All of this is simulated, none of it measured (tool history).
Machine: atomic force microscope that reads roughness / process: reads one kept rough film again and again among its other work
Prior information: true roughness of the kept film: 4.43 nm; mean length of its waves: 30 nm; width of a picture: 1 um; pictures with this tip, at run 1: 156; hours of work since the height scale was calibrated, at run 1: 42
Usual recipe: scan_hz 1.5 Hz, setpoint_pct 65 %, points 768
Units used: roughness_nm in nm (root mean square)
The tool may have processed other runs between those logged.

run   hour  scan_hz  setpoint_pct  points  pictures with this tip  hours of work since the height scale was calibrated  roughness_nm
  1      0      1.5            65     768                     156                                                   42         2.615
  2   10.3      1.5            65     768                     169                                                   47         2.551
  3   18.6     0.72            65     768                     180                                                   51         2.641
  4   27.6      1.5            65     768                     192                                                   56         2.496
  5   33.2      1.5            65     768                     199                                                   58         2.474
  6   40.7      1.5            65     420                     209                                                   62         2.431
  7   52.1      1.5            65     454                     224                                                   68         2.392
  8   59.5      1.5            65     454                     233                                                   71         2.346
  9     67      1.5            65     454                     243                                                   75         2.338
 10   73.3      1.5            65     454                     251                                                   78         2.305
 11   78.8      1.5            65     454                     259                                                   81         2.291
 12   84.1      1.5            65     454                     266                                                   83         2.256
 13   92.2      1.5            65     454                     276                                                   87         2.222
 14    100      1.5            65     454                     286                                                   91         2.214
 15  106.2      1.5            65     454                     294                                                   94         2.197
 16  111.3      1.5            75     519                     301                                                   96         2.065
     114.2  -- new tip fitted
 17  120.9      1.5            75     519                       9                                                  101         3.117
 18    129     0.62            66     925                      19                                                  105         3.403
 19  138.7     1.08            77     768                      32                                                  110         3.105

Run 20 has not been measured yet. What should we expect?
 20  148.3     1.08            77     768                      44                                                  114             ?

{"run 20": {"roughness_nm": 3.03}}
On a tool with no hidden condition, and with the same random variation, this run would have come out at roughness_nm 3.338 nm (root mean square).

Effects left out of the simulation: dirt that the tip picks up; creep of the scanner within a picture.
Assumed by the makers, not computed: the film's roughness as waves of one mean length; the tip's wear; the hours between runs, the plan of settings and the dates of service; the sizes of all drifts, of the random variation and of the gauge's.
